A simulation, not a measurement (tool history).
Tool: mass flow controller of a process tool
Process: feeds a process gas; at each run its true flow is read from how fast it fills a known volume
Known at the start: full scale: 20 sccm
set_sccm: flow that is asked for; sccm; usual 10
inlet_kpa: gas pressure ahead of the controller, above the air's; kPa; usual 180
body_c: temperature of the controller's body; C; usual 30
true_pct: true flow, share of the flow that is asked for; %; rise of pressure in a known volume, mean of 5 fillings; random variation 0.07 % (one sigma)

run 1 day=0 | set_sccm=10 inlet_kpa=180 body_c=30 | true_pct=97.75
run 2 day=3.708 | set_sccm=10 inlet_kpa=180 body_c=30 | true_pct=97.81
run 3 day=6.988 | set_sccm=10 inlet_kpa=180 body_c=30 | true_pct=97.83
run 4 day=11.329 | set_sccm=10 inlet_kpa=180 body_c=30 | true_pct=97.83
run 5 day=17.917 | set_sccm=10 inlet_kpa=180 body_c=30 | true_pct=97.71
run 6 day=21.742 | set_sccm=10 inlet_kpa=172 body_c=30 | true_pct=97.57
run 7 day=25.142 | set_sccm=10 inlet_kpa=172 body_c=30 | true_pct=97.64
run 8 day=29.696 | set_sccm=10 inlet_kpa=172 body_c=30 | true_pct=97.55
run 9 day=34.733 | set_sccm=3 inlet_kpa=141 body_c=21 | true_pct=93.83
-- day=35.125 controller's zero set anew
run 10 day=39.225 | set_sccm=10 inlet_kpa=174 body_c=30 | true_pct=97.21
run 11 day=42.958 | set_sccm=10 inlet_kpa=174 body_c=30 | true_pct=97.16
run 12 day=48.288 | set_sccm=5 inlet_kpa=185 body_c=34 | true_pct=95.81
-- day=50.158 controller's zero set anew, once more
run 13 day=51.571 | set_sccm=5 inlet_kpa=185 body_c=34 | true_pct=97.83
run 14 day=57.2 | set_sccm=5 inlet_kpa=185 body_c=34 | true_pct=97.84
run 15 day=63.621 | set_sccm=4 inlet_kpa=153 body_c=34 | true_pct=97.13
run 16 day=66.55 | set_sccm=4 inlet_kpa=153 body_c=34 | true_pct=97.21

5 ways to go on from here, each from the tool as it stands after run 16. What would each give?
run A day=69.867 | set_sccm=9 inlet_kpa=260 body_c=37 | true_pct=?
run B day=69.867 | set_sccm=10 inlet_kpa=240 body_c=22 | true_pct=?
run C day=69.867 | set_sccm=10 inlet_kpa=210 body_c=30 | true_pct=?
run D day=69.867 | set_sccm=2 inlet_kpa=160 body_c=34 | true_pct=?
run E day=69.867 | set_sccm=10 inlet_kpa=153 body_c=29 | true_pct=?

run=A true_pct=98.88
run=B true_pct=97.57
run=C true_pct=98.33
run=D true_pct=96.65
run=E true_pct=97.75
Without the tool's hidden state the same runs would have given:
run=A true_pct=99.8
run=B true_pct=98.47
run=C true_pct=99.24
run=D true_pct=98.04
run=E true_pct=98.66

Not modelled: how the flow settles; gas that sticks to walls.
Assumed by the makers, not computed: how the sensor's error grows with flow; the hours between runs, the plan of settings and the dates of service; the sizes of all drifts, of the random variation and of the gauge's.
